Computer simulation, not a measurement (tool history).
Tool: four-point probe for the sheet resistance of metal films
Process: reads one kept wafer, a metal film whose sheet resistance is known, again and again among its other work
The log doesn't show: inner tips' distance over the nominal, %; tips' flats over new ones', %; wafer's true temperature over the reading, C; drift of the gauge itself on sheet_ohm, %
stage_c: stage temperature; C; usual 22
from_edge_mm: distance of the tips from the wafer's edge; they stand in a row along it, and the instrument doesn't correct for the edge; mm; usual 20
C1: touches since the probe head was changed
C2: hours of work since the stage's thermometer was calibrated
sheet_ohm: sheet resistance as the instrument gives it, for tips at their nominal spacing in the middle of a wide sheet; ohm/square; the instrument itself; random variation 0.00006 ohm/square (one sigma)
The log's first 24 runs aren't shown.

Run 25, hour 576.2: usual settings but stage_c 18 C, from_edge_mm 3 mm; C1 54136; C2 83. Result: sheet_ohm 0.326537 ohm/square.
Run 26, hour 594.4: usual settings but stage_c 28 C; C1 54560; C2 96. Result: sheet_ohm 0.296443 ohm/square.
Run 27, hour 625.1: usual settings but stage_c 26 C; C1 55276; C2 119. Result: sheet_ohm 0.297408 ohm/square.
Run 28, hour 646: usual settings but stage_c 26 C; C1 55765; C2 134. Result: sheet_ohm 0.297401 ohm/square.
Run 29, hour 672.7: usual settings but stage_c 27 C, from_edge_mm 54 mm; C1 56386; C2 154. Result: sheet_ohm 0.296262 ohm/square.
Run 30, hour 697.4: usual settings but stage_c 25 C, from_edge_mm 4 mm; C1 56963; C2 172. Result: sheet_ohm 0.312308 ohm/square.
Run 31, hour 723.5: usual settings but stage_c 20 C, from_edge_mm 29 mm; C1 57573; C2 191. Result: sheet_ohm 0.299548 ohm/square.
Run 32, hour 737: usual settings but stage_c 20 C, from_edge_mm 29 mm; C1 57886; C2 201. Result: sheet_ohm 0.299557 ohm/square.
Run 33, hour 759.3: usual settings but stage_c 20 C, from_edge_mm 29 mm; C1 58407; C2 217. Result: sheet_ohm 0.299578 ohm/square.
Run 34, hour 783.1: usual settings but stage_c 23 C, from_edge_mm 4 mm; C1 58961; C2 235. Result: sheet_ohm 0.313183 ohm/square.
Run 35, hour 800.3: usual settings but stage_c 23 C, from_edge_mm 4 mm; C1 59364; C2 247. Result: sheet_ohm 0.313192 ohm/square.
Run 36, hour 814: usual settings but from_edge_mm 3 mm; C1 59682; C2 257. Result: sheet_ohm 0.324451 ohm/square.

3 ways to go on from here, each from the tool as it stands after run 36. What would each give?
Run A, hour 839.7: usual settings but stage_c 29 C, from_edge_mm 3 mm; C1 60281; C2 276. Result: sheet_ohm ?.
Run B, hour 839.7: usual settings but stage_c 21 C, from_edge_mm 9 mm; C1 60281; C2 276. Result: sheet_ohm ?.
Run C, hour 839.7: usual settings but stage_c 25 C, from_edge_mm 27 mm; C1 60281; C2 276. Result: sheet_ohm ?.

run  sheet_ohm
  A   0.321124
  B   0.301916
  C   0.297354
Without the tool's hidden state the same runs would have given:
run  sheet_ohm
  A   0.323515
  B   0.304178
  C   0.299584
